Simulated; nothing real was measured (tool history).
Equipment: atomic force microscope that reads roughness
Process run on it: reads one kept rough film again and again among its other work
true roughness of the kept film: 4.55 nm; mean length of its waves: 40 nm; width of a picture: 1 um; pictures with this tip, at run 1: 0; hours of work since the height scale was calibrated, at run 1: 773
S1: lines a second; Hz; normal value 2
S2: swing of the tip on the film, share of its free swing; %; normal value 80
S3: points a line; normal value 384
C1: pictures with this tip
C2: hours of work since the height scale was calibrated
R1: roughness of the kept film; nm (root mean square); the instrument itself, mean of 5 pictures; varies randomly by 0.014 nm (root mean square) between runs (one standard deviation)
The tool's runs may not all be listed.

Run 1, hour 0: usual settings; C1 0; C2 773. Result: R1 3.448 nm (root mean square).
Run 2, hour 39.5: usual settings; C1 82; C2 797. Result: R1 3.226 nm (root mean square).
Run 3, hour 74.1: usual settings; C1 153; C2 818. Result: R1 3.091 nm (root mean square).
At hour 95.5: new tip fitted.
Run 4, hour 102.4: usual settings; C1 14; C2 835. Result: R1 3.397 nm (root mean square).
Run 5, hour 147.4: usual settings; C1 107; C2 862. Result: R1 3.193 nm (root mean square).
Run 6, hour 176.8: usual settings but S3 268; C1 168; C2 879. Result: R1 3.055 nm (root mean square).
At hour 190.2: new tip fitted.
Run 7, hour 208.5: usual settings but S3 268; C1 37; C2 898. Result: R1 3.331 nm (root mean square).
Run 8, hour 257.1: usual settings; C1 138; C2 927. Result: R1 3.113 nm (root mean square).
At hour 261.2: height scale calibrated on a step standard.
At hour 285.9: new tip fitted.
Run 9, hour 306: usual settings; C1 41; C2 27. Result: R1 3.332 nm (root mean square).
Run 10, hour 346.2: usual settings; C1 124; C2 51. Result: R1 3.165 nm (root mean square).
At hour 382.2: new tip fitted.
Run 11, hour 382.9: usual settings; C1 1; C2 72. Result: R1 3.442 nm (root mean square).
Run 12, hour 420.1: usual settings; C1 78; C2 95. Result: R1 3.268 nm (root mean square).
Run 13, hour 472.1: usual settings but S3 576; C1 185; C2 126. Result: R1 3.079 nm (root mean square).
At hour 479.2: new tip fitted.
Run 14, hour 495.6: usual settings but S1 2.21 Hz, S2 84 %, S3 379; C1 34; C2 140. Result: R1 3.185 nm (root mean square).
Run 15, hour 533.7: usual settings but S1 2.21 Hz, S2 84 %, S3 379; C1 112; C2 163. Result: R1 3.023 nm (root mean square).
At hour 563.1: height scale calibrated on a step standard, once more.
At hour 575.2: new tip fitted.
Run 16, hour 578.8: usual settings but S1 2.62 Hz, S2 72 %, S3 464; C1 7; C2 9. Result: R1 3.46 nm (root mean square).
Run 17, hour 613.3: usual settings but S1 0.61 Hz, S2 68 %; C1 78; C2 30. Result: R1 3.743 nm (root mean square).
Run 18, hour 654.3: usual settings but S1 0.61 Hz, S2 68 %, S3 365; C1 163; C2 54. Result: R1 3.528 nm (root mean square).
At hour 670.6: new tip fitted.
Run 19, hour 709.4: usual settings but S1 3.54 Hz, S2 60 %, S3 663; C1 80; C2 87. Result: R1 3.485 nm (root mean square).
Run 20, hour 735.2: usual settings but S1 1.22 Hz, S2 60 %, S3 663; C1 133; C2 103. Result: R1 3.592 nm (root mean square).
Run 21, hour 763.8: usual settings but S1 2.95 Hz, S2 56 %, S3 807; C1 192; C2 120. Result: R1 3.354 nm (root mean square).
At hour 768.5: new tip fitted.
Run 22, hour 809.6: usual settings but S2 84 %; C1 84; C2 147. Result: R1 3.101 nm (root mean square).
Run 23, hour 841.7: usual settings but S1 0.81 Hz, S3 303; C1 151; C2 166. Result: R1 3.41 nm (root mean square).
At hour 863.4: new tip fitted.
Run 24, hour 884.6: usual settings but S1 0.81 Hz, S3 303; C1 44; C2 192. Result: R1 3.678 nm (root mean square).
Run 25, hour 932.2: usual settings but S1 0.81 Hz, S3 303; C1 142; C2 220. Result: R1 3.42 nm (root mean square).
At hour 959.6: new tip fitted.
Run 26, hour 977.6: usual settings but S1 3.44 Hz, S2 60 %, S3 807; C1 37; C2 247. Result: R1 3.597 nm (root mean square).

Branching from run 26: 3 alternative next runs. What would each branch give?
Run A, hour 1030: usual settings but S1 2.85 Hz, S2 81 %; C1 145; C2 279. Result: R1 ?.
Run B, hour 1030: usual settings but S1 3.61 Hz, S3 433; C1 145; C2 279. Result: R1 ?.
Run C, hour 1030: usual settings but S1 1.78 Hz, S2 73 %, S3 395; C1 145; C2 279. Result: R1 ?.

run     R1
  A  2.863
  B  2.723
  C  3.301
Had the tool no hidden state, the same runs would have come out as:
run     R1
  A  3.175
  B  3.022
  C  3.662
